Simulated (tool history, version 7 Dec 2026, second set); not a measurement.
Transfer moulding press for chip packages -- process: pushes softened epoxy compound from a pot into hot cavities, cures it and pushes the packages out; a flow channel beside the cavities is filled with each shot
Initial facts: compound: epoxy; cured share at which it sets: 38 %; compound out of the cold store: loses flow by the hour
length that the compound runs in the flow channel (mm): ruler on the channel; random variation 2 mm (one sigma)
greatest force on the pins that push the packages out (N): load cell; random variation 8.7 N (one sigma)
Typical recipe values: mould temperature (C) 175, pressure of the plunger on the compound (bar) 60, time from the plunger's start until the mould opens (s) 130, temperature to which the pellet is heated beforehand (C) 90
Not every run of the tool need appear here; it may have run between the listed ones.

run,day,mould temperature (C),pressure of the plunger on the compound (bar),time from the plunger's start until the mould opens (s),temperature to which the pellet is heated beforehand (C),incoming compound's hours out of the cold store,length that the compound runs in the flow channel (mm),greatest force on the pins that push the packages out (N)
1,0,175,60,130,90,33.6,526,469
2,0.683,175,60,130,86,28.8,530,500
3,1.55,175,60,130,90,29.2,530,543
4,2.771,175,60,130,90,43.5,512,445
5,3.862,175,60,130,90,12.8,547,498
6,4.596,175,60,130,90,14.3,542,544
7,5.667,175,60,130,82,10.4,550,444
8,6.85,175,60,130,82,24,533,509
9,7.496,175,60,130,80,42,512,542
10,8.667,175,60,130,80,39.3,515,414
11,9.6,175,60,130,80,19.2,535,496
12,10.192,175,60,130,80,16.4,539,517
13,11.075,175,60,118,80,23.1,528,602
14,12.338,175,60,118,80,30.8,522,531
15,13.158,175,47,118,80,45.7,447,568
16,13.704,175,47,118,80,36.2,452,579
17,14.521,175,47,118,80,40.5,448,430
18,15.071,175,47,143,94,28.3,461,412
19,16.121,175,47,137,94,10.5,475,469
20,17.029,175,47,137,94,41.8,447,485
21,17.958,175,47,137,92,47.4,438,388
22,18.788,175,47,137,92,9.4,477,467
23,19.821,182,47,118,92,17.1,453,474
24,20.883,168,47,118,90,23.7,472,761
25,21.475,168,47,118,90,22.1,474,817
26,22.492,183,54.3,130,90,45.8,452,455
27,23.283,175,60,135,90,34,503,537
28,24.646,175,48,130,96,41.4,443,474
29,25.338,175,73.4,137,94,12.5,585,480

The log once held 9 entries between its listed runs, left out of this copy. Where does each go, and what is different about the tool's unlogged condition between the listed run before it and the listed run after it?
From run 3 to run 4: cavities cleaned with cleaning compound and waxed (day 2.333)
  true mould temperature over the reading, C: -0.68 -> -0.7; pressure that reaches the compound, % of what is set: 97.04 -> 96.67; grip of the stained cavities, % over clean ones': 36.2 -> 9.2
  what was measured, less what the result would be without the hidden state, length that the compound runs in the flow channel (mm): -6 -> -7; greatest force on the pins that push the packages out (N): +153 -> +47
From run 6 to run 7: cavities cleaned with cleaning compound and waxed (day 5.404)
  true mould temperature over the reading, C: -0.73 -> -0.75; pressure that reaches the compound, % of what is set: 96.13 -> 95.84; grip of the stained cavities, % over clean ones': 33.5 -> 6.3
  what was measured, less what the result would be without the hidden state, length that the compound runs in the flow channel (mm): -9 -> -10; greatest force on the pins that push the packages out (N): +149 -> +38
From run 9 to run 10: cavities cleaned with cleaning compound and waxed (day 8.417)
  true mould temperature over the reading, C: -0.77 -> -0.79; pressure that reaches the compound, % of what is set: 95.26 -> 94.94; grip of the stained cavities, % over clean ones': 31.7 -> 6.5
  what was measured, less what the result would be without the hidden state, length that the compound runs in the flow channel (mm): -11 -> -12; greatest force on the pins that push the packages out (N): +140 -> +36
From run 13 to run 14: cavities cleaned with cleaning compound and waxed (day 11.442)
  true mould temperature over the reading, C: -0.82 -> -0.84; pressure that reaches the compound, % of what is set: 94.18 -> 93.81; grip of the stained cavities, % over clean ones': 37.4 -> 15.6
  what was measured, less what the result would be without the hidden state, length that the compound runs in the flow channel (mm): -15 -> -15; greatest force on the pins that push the packages out (N): +182 -> +92
From run 16 to run 17: mould's thermocouples calibrated (day 14.238); cavities cleaned with cleaning compound and waxed (day 14.521)
  true mould temperature over the reading, C: -0.86 -> 0.04; pressure that reaches the compound, % of what is set: 93.38 -> 93.16; grip of the stained cavities, % over clean ones': 32.8 -> 1.9
  what was measured, less what the result would be without the hidden state, length that the compound runs in the flow channel (mm): -14 -> -16; greatest force on the pins that push the packages out (N): +162 -> +7
From run 20 to run 21: cavities cleaned with cleaning compound and waxed (day 17.542)
  true mould temperature over the reading, C: 0 -> -0.01; pressure that reaches the compound, % of what is set: 92.38 -> 92.12; grip of the stained cavities, % over clean ones': 35.2 -> 7.5
  what was measured, less what the result would be without the hidden state, length that the compound runs in the flow channel (mm): -18 -> -18; greatest force on the pins that push the packages out (N): +127 -> +28
From run 23 to run 24: cavities cleaned with cleaning compound and waxed (day 20.579)
  true mould temperature over the reading, C: -0.04 -> -0.05; pressure that reaches the compound, % of what is set: 91.53 -> 91.26; grip of the stained cavities, % over clean ones': 32.5 -> 8.2
  what was measured, less what the result would be without the hidden state, length that the compound runs in the flow channel (mm): -21 -> -22; greatest force on the pins that push the packages out (N): +116 -> +61
From run 27 to run 28: cavities cleaned with cleaning compound and waxed (day 23.604)
  true mould temperature over the reading, C: -0.09 -> -0.1; pressure that reaches the compound, % of what is set: 90.5 -> 90.11; grip of the stained cavities, % over clean ones': 38.9 -> 19.8
  what was measured, less what the result would be without the hidden state, length that the compound runs in the flow channel (mm): -26 -> -24; greatest force on the pins that push the packages out (N): +151 -> +79
